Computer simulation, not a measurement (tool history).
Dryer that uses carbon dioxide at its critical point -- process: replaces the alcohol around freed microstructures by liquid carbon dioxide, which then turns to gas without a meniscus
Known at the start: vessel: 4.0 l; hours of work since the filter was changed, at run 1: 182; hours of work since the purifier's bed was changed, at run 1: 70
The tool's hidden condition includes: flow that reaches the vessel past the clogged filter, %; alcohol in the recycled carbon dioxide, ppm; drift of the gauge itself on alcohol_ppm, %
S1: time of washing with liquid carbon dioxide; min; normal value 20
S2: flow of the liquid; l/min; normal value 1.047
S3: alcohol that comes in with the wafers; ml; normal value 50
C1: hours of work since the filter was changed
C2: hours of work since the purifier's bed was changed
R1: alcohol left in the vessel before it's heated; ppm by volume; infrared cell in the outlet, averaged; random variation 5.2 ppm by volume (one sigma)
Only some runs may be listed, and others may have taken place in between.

run 1 hour=0 | S1=20 S2=1.047 S3=50 | C1=182 C2=70 | R1=125
run 2 hour=37.1 | S1=20 S2=1.63 S3=50 | C1=202 C2=90 | R1=31
run 3 hour=60.8 | S1=15 S2=1.63 S3=50 | C1=214 C2=103 | R1=72
run 4 hour=95.8 | S1=15 S2=1.63 S3=50 | C1=233 C2=122 | R1=79
run 5 hour=116.9 | S1=15 S2=1.26 S3=50 | C1=245 C2=133 | R1=208
run 6 hour=147.4 | S1=20 S2=0.76 S3=50 | C1=261 C2=150 | R1=443
run 7 hour=169.7 | S1=28 S2=1.047 S3=50 | C1=273 C2=162 | R1=45
run 8 hour=187.1 | S1=18 S2=1.047 S3=50 | C1=283 C2=171 | R1=222
run 9 hour=221.5 | S1=18 S2=1.047 S3=50 | C1=301 C2=190 | R1=227
run 10 hour=259.3 | S1=31 S2=1.29 S3=50 | C1=321 C2=210 | R1=28

For run 11, what comes out?
run 11 hour=286.9 | S1=18 S2=1.48 S3=28 | C1=336 C2=225 | R1=?

R1: 59 ppm by volume
With the hidden condition absent and the run-to-run variation left alone, this run would have shown R1 25 ppm by volume.
